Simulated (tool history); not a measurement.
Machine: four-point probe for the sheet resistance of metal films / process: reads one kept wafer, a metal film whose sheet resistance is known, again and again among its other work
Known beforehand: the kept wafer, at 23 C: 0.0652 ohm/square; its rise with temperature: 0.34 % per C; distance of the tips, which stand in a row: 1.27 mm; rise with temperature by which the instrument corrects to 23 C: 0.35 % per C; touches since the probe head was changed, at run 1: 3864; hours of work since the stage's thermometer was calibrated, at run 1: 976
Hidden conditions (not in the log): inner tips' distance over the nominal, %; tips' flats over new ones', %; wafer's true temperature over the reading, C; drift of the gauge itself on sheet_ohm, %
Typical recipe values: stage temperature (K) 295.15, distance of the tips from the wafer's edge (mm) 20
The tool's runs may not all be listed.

run	hour	stage temperature (K)	distance of the tips from the wafer's edge (mm)	touches since the probe head was changed	hours of work since the stage's thermometer was calibrated	sheet resistance as the instrument gives it (ohm/square)
1	0	295.15	20	3864	976	0.065341
2	8.3	293.15	20	4035	980	0.065343
3	17.6	295.15	5	4226	984	0.067368
4	33.4	295.15	5	4551	992	0.067368
5	47.2	295.15	5	4835	998	0.067385
6	60.4	293.15	20	5105	1004	0.065376
7	67.2	295.15	20	5245	1007	0.065347
8	79.2	295.15	20	5491	1013	0.065363
9	85.8	295.15	20	5628	1016	0.065362
10	92.9	295.15	20	5773	1020	0.065331
11	104.3	295.15	20	6008	1025	0.065356
12	113.9	295.15	20	6206	1029	0.065352
13	125	295.15	44	6433	1035	0.065237
14	139.3	295.15	10	6726	1041	0.065743
15	152.6	295.15	10	7001	1048	0.065782
16	165.6	295.15	20	7269	1054	0.065362
17	177.7	297.15	20	7515	1059	0.065345
18	193.4	291.15	20	7840	1067	0.065374
19	204.6	291.15	23	8070	1072	0.065346
20	218.8	291.15	23	8361	1079	0.065353
21	226.8	295.15	30	8526	1083	0.065272
22	241.4	302.15	30	8826	1089	0.065225
23	256.2	302.15	30	9130	1096	0.065245
24	267.9	299.15	8	9371	1102	0.066075
25	278.5	305.15	73	9589	1107	0.065139
26	289.7	302.15	37	9819	1112	0.065206
27	305.7	302.15	37	10148	1120	0.065192
28	313.3	293.15	6	10303	1123	0.066753
29	322.6	293.15	6	10495	1128	0.066764
30	336.2	299.15	5	10773	1134	0.067388
31	346.9	295.15	16	10994	1139	0.065428
32	361	301.15	22	11284	1146	0.065279
33	369.3	301.15	22	11455	1150	0.0653
34	384.6	301.15	22	11768	1157	0.06529
35	396.2	296.15	22	12007	1162	0.065327
36	406	295.15	19	12209	1167	0.06538
37	419.7	297.15	3	12491	1173	0.070895
38	430.6	296.15	16	12715	1178	0.065421
39	441.9	304.15	20	12946	1184	0.065297
40	452.5	302.15	42	13165	1189	0.065201
41	461.6	307.15	5	13353	1193	0.06733
42	469	302.15	20	13504	1197	0.065331
43	477.8	302.15	32	13685	1201	0.065228
44	488.5	306.15	37	13905	1206	0.065189
45	497.8	306.15	37	14095	1210	0.065211

Results per run with the tool's hidden condition removed, run-to-run variation unchanged:
run	sheet resistance as the instrument gives it (ohm/square)
1	0.065356
2	0.065357
3	0.067382
4	0.06738
5	0.067397
6	0.065387
7	0.065357
8	0.065371
9	0.06537
10	0.065339
11	0.065363
12	0.065358
13	0.065242
14	0.065748
15	0.065785
16	0.065364
17	0.065346
18	0.065376
19	0.065346
20	0.065352
21	0.065269
22	0.065218
23	0.065237
24	0.066067
25	0.065128
26	0.065195
27	0.065181
28	0.066744
29	0.066755
30	0.067375
31	0.065416
32	0.065264
33	0.065283
34	0.065272
35	0.065311
36	0.065363
37	0.070876
38	0.065402
39	0.065274
40	0.065178
41	0.067304
42	0.065306
43	0.065203
44	0.065162
45	0.065183
